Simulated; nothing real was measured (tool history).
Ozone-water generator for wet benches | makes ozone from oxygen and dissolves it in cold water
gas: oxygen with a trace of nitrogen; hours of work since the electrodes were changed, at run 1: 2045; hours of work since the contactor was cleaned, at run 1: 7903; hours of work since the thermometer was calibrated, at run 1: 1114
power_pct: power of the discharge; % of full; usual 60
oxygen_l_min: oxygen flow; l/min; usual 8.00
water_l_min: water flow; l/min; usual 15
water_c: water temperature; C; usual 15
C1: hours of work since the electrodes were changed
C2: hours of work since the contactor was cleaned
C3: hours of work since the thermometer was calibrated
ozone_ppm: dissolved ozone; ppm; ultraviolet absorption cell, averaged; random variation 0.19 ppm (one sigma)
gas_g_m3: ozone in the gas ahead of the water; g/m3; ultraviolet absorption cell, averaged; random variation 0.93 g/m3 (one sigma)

run 1 hour=0.0 | power_pct=60 oxygen_l_min=8.00 water_l_min=15 water_c=15 | C1=2045 C2=7903 C3=1114 | ozone_ppm=23.2 gas_g_m3=152.1
run 2 hour=62.6 | power_pct=60 oxygen_l_min=8.00 water_l_min=15 water_c=15 | C1=2102 C2=7960 C3=1170 | ozone_ppm=23.3 gas_g_m3=150.5
run 3 hour=120.9 | power_pct=60 oxygen_l_min=8.00 water_l_min=15 water_c=15 | C1=2155 C2=8013 C3=1223 | ozone_ppm=23.6 gas_g_m3=150.0
run 4 hour=188.1 | power_pct=60 oxygen_l_min=8.00 water_l_min=15 water_c=15 | C1=2216 C2=8074 C3=1284 | ozone_ppm=23.4 gas_g_m3=150.6
run 5 hour=234.6 | power_pct=60 oxygen_l_min=8.00 water_l_min=15 water_c=15 | C1=2258 C2=8116 C3=1326 | ozone_ppm=23.1 gas_g_m3=151.1
run 6 hour=266.0 | power_pct=60 oxygen_l_min=8.00 water_l_min=15 water_c=15 | C1=2286 C2=8144 C3=1355 | ozone_ppm=23.3 gas_g_m3=150.2
run 7 hour=333.1 | power_pct=60 oxygen_l_min=8.00 water_l_min=15 water_c=15 | C1=2347 C2=8205 C3=1415 | ozone_ppm=23.1 gas_g_m3=151.7
run 8 hour=362.3 | power_pct=60 oxygen_l_min=8.00 water_l_min=15 water_c=15 | C1=2373 C2=8232 C3=1442 | ozone_ppm=23.1 gas_g_m3=150.8
run 9 hour=392.9 | power_pct=60 oxygen_l_min=8.00 water_l_min=15 water_c=15 | C1=2401 C2=8259 C3=1469 | ozone_ppm=22.9 gas_g_m3=150.9
run 10 hour=432.4 | power_pct=60 oxygen_l_min=8.00 water_l_min=15 water_c=15 | C1=2437 C2=8295 C3=1505 | ozone_ppm=23.2 gas_g_m3=150.2
-- hour=438.9 water thermometer calibrated
run 11 hour=486.4 | power_pct=60 oxygen_l_min=8.00 water_l_min=15 water_c=15 | C1=2485 C2=8344 C3=43 | ozone_ppm=22.9 gas_g_m3=149.8
run 12 hour=522.3 | power_pct=60 oxygen_l_min=8.00 water_l_min=15 water_c=15 | C1=2518 C2=8376 C3=76 | ozone_ppm=23.1 gas_g_m3=149.4
run 13 hour=579.3 | power_pct=60 oxygen_l_min=8.00 water_l_min=15 water_c=14 | C1=2569 C2=8428 C3=127 | ozone_ppm=23.2 gas_g_m3=149.5
run 14 hour=639.1 | power_pct=60 oxygen_l_min=8.00 water_l_min=15 water_c=14 | C1=2623 C2=8482 C3=181 | ozone_ppm=23.6 gas_g_m3=148.5
-- hour=676.2 water thermometer calibrated, once more
run 15 hour=708.8 | power_pct=60 oxygen_l_min=8.00 water_l_min=15 water_c=14 | C1=2686 C2=8544 C3=30 | ozone_ppm=23.7 gas_g_m3=147.2
run 16 hour=755.5 | power_pct=60 oxygen_l_min=8.00 water_l_min=15 water_c=15 | C1=2728 C2=8587 C3=72 | ozone_ppm=22.9 gas_g_m3=151.4
run 17 hour=800.7 | power_pct=51 oxygen_l_min=8.00 water_l_min=15 water_c=7 | C1=2769 C2=8628 C3=113 | ozone_ppm=24.2 gas_g_m3=135.2
run 18 hour=854.4 | power_pct=40 oxygen_l_min=8.05 water_l_min=15 water_c=10 | C1=2818 C2=8676 C3=161 | ozone_ppm=19.8 gas_g_m3=116.8
-- hour=864.2 contactor cleaned
run 19 hour=920.7 | power_pct=40 oxygen_l_min=8.05 water_l_min=15 water_c=16 | C1=2874 C2=51 C3=218 | ozone_ppm=19.2 gas_g_m3=115.2
run 20 hour=968.9 | power_pct=40 oxygen_l_min=8.05 water_l_min=15 water_c=16 | C1=2918 C2=95 C3=261 | ozone_ppm=19.1 gas_g_m3=115.5
run 21 hour=1005.8 | power_pct=71 oxygen_l_min=7.04 water_l_min=17 water_c=14 | C1=2951 C2=128 C3=295 | ozone_ppm=26.2 gas_g_m3=176.4
run 22 hour=1067.1 | power_pct=42 oxygen_l_min=4.36 water_l_min=15 water_c=15 | C1=3007 C2=184 C3=350 | ozone_ppm=21.6 gas_g_m3=170.8
run 23 hour=1121.4 | power_pct=44 oxygen_l_min=12.21 water_l_min=15 water_c=15 | C1=3056 C2=233 C3=400 | ozone_ppm=18.4 gas_g_m3=95.9
run 24 hour=1161.7 | power_pct=44 oxygen_l_min=12.21 water_l_min=15 water_c=15 | C1=3093 C2=269 C3=436 | ozone_ppm=18.5 gas_g_m3=96.8
run 25 hour=1201.6 | power_pct=57 oxygen_l_min=8.00 water_l_min=15 water_c=15 | C1=3129 C2=305 C3=472 | ozone_ppm=24.0 gas_g_m3=144.8
run 26 hour=1247.8 | power_pct=57 oxygen_l_min=8.00 water_l_min=15 water_c=15 | C1=3171 C2=347 C3=514 | ozone_ppm=23.9 gas_g_m3=143.3
run 27 hour=1303.6 | power_pct=57 oxygen_l_min=8.00 water_l_min=15 water_c=15 | C1=3221 C2=398 C3=564 | ozone_ppm=23.6 gas_g_m3=144.0
run 28 hour=1363.2 | power_pct=57 oxygen_l_min=8.00 water_l_min=10 water_c=10 | C1=3275 C2=452 C3=618 | ozone_ppm=33.1 gas_g_m3=142.6
run 29 hour=1413.4 | power_pct=60 oxygen_l_min=8.00 water_l_min=15 water_c=21 | C1=3321 C2=497 C3=664 | ozone_ppm=21.5 gas_g_m3=146.5
run 30 hour=1469.0 | power_pct=94 oxygen_l_min=4.66 water_l_min=12 water_c=11 | C1=3371 C2=548 C3=714 | ozone_ppm=42.5 gas_g_m3=264.7
run 31 hour=1531.7 | power_pct=60 oxygen_l_min=8.07 water_l_min=11 water_c=15 | C1=3428 C2=604 C3=771 | ozone_ppm=28.5 gas_g_m3=147.9
run 32 hour=1563.6 | power_pct=94 oxygen_l_min=8.00 water_l_min=15 water_c=15 | C1=3457 C2=633 C3=800 | ozone_ppm=31.6 gas_g_m3=191.8

Forecast each of these 4 alternatives for the next run:
run A hour=1615.6 | power_pct=52 oxygen_l_min=10.54 water_l_min=15 water_c=20 | C1=3504 C2=680 C3=847 | ozone_ppm=? gas_g_m3=?
run B hour=1615.6 | power_pct=60 oxygen_l_min=5.12 water_l_min=15 water_c=17 | C1=3504 C2=680 C3=847 | ozone_ppm=? gas_g_m3=?
run C hour=1615.6 | power_pct=41 oxygen_l_min=8.00 water_l_min=21 water_c=12 | C1=3504 C2=680 C3=847 | ozone_ppm=? gas_g_m3=?
run D hour=1615.6 | power_pct=97 oxygen_l_min=4.65 water_l_min=15 water_c=11 | C1=3504 C2=680 C3=847 | ozone_ppm=? gas_g_m3=?

run=A ozone_ppm=19.3 gas_g_m3=115.2
run=B ozone_ppm=25.2 gas_g_m3=191.4
run=C ozone_ppm=16.6 gas_g_m3=117.6
run=D ozone_ppm=36.9 gas_g_m3=269.0
Without the tool's hidden state the same runs would have given:
run=A ozone_ppm=20.5 gas_g_m3=121.6
run=B ozone_ppm=26.9 gas_g_m3=203.3
run=C ozone_ppm=17.5 gas_g_m3=123.0
run=D ozone_ppm=40.2 gas_g_m3=291.3
